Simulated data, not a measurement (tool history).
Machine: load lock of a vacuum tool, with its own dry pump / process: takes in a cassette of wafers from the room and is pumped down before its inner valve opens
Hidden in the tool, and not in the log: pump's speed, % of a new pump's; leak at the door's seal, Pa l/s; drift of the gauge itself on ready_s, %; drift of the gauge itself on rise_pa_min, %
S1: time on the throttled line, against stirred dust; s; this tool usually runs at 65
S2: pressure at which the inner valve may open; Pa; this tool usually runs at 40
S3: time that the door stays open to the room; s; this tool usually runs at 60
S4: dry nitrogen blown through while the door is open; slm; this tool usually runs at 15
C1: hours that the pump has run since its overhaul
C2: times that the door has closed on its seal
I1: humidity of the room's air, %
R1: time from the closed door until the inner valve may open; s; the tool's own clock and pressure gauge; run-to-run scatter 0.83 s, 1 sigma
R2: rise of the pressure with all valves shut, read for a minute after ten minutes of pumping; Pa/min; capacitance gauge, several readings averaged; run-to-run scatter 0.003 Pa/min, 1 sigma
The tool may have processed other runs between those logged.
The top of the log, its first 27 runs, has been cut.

{"run": 28, "day": 128.421, "S1": 65, "S2": 63, "S3": 35, "S4": 15, "C1": 5895, "C2": 35415, "I1": 44.5, "R1": 130.5, "R2": 0.282}
{"run": 29, "day": 133.004, "S1": 69, "S2": 73, "S3": 48, "S4": 30, "C1": 6005, "C2": 35901, "I1": 44.8, "R1": 131.4, "R2": 0.275}
{"run": 30, "day": 135.917, "S1": 69, "S2": 73, "S3": 48, "S4": 30, "C1": 6075, "C2": 36211, "I1": 42.1, "R1": 131.1, "R2": 0.281}
{"run": 31, "day": 141.154, "S1": 115, "S2": 37, "S3": 201, "S4": 19, "C1": 6201, "C2": 36767, "I1": 45.3, "R1": 172.6, "R2": 0.3}
{"run": 32, "day": 147.629, "S1": 115, "S2": 37, "S3": 201, "S4": 19, "C1": 6356, "C2": 37455, "I1": 43.6, "R1": 171.9, "R2": 0.319}
{"run": 33, "day": 152.742, "S1": 88, "S2": 76, "S3": 60, "S4": 15, "C1": 6479, "C2": 37998, "I1": 51.3, "R1": 143.9, "R2": 0.308}
{"run": 34, "day": 157.108, "S1": 65, "S2": 71, "S3": 76, "S4": 18, "C1": 6584, "C2": 38462, "I1": 46.9, "R1": 129.3, "R2": 0.312}
{"run": 35, "day": 160.017, "S1": 65, "S2": 71, "S3": 76, "S4": 18, "C1": 6654, "C2": 38770, "I1": 44.5, "R1": 130.6, "R2": 0.32}
{"run": 36, "day": 164.067, "S1": 65, "S2": 71, "S3": 76, "S4": 18, "C1": 6751, "C2": 39201, "I1": 42.5, "R1": 131.2, "R2": 0.327}

Predict each of these 5 candidate next runs independently; none follows another, all start after run 36:
{"run": "A", "day": 168.154, "S1": 63, "S2": 33, "S3": 94, "S4": 15, "C1": 6849, "C2": 39635, "I1": 44.6, "R1": "?", "R2": "?"}
{"run": "B", "day": 168.154, "S1": 65, "S2": 71, "S3": 76, "S4": 40, "C1": 6849, "C2": 39635, "I1": 43.4, "R1": "?", "R2": "?"}
{"run": "C", "day": 168.154, "S1": 65, "S2": 48, "S3": 76, "S4": 18, "C1": 6849, "C2": 39635, "I1": 44, "R1": "?", "R2": "?"}
{"run": "D", "day": 168.154, "S1": 45, "S2": 37, "S3": 25, "S4": 15, "C1": 6849, "C2": 39635, "I1": 45.9, "R1": "?", "R2": "?"}
{"run": "E", "day": 168.154, "S1": 65, "S2": 71, "S3": 76, "S4": 19, "C1": 6849, "C2": 39635, "I1": 46.3, "R1": "?", "R2": "?"}

run=A R1=136.6 R2=0.344
run=B R1=130.4 R2=0.321
run=C R1=136.2 R2=0.336
run=D R1=124.8 R2=0.33
run=E R1=130.3 R2=0.336
Stripped of hidden state, with their random variation kept, the same runs would have yielded:
run=A R1=128.6 R2=0.022
run=B R1=123.5 R2=0.006
run=C R1=128.5 R2=0.016
run=D R1=116.3 R2=0.009
run=E R1=123.3 R2=0.009
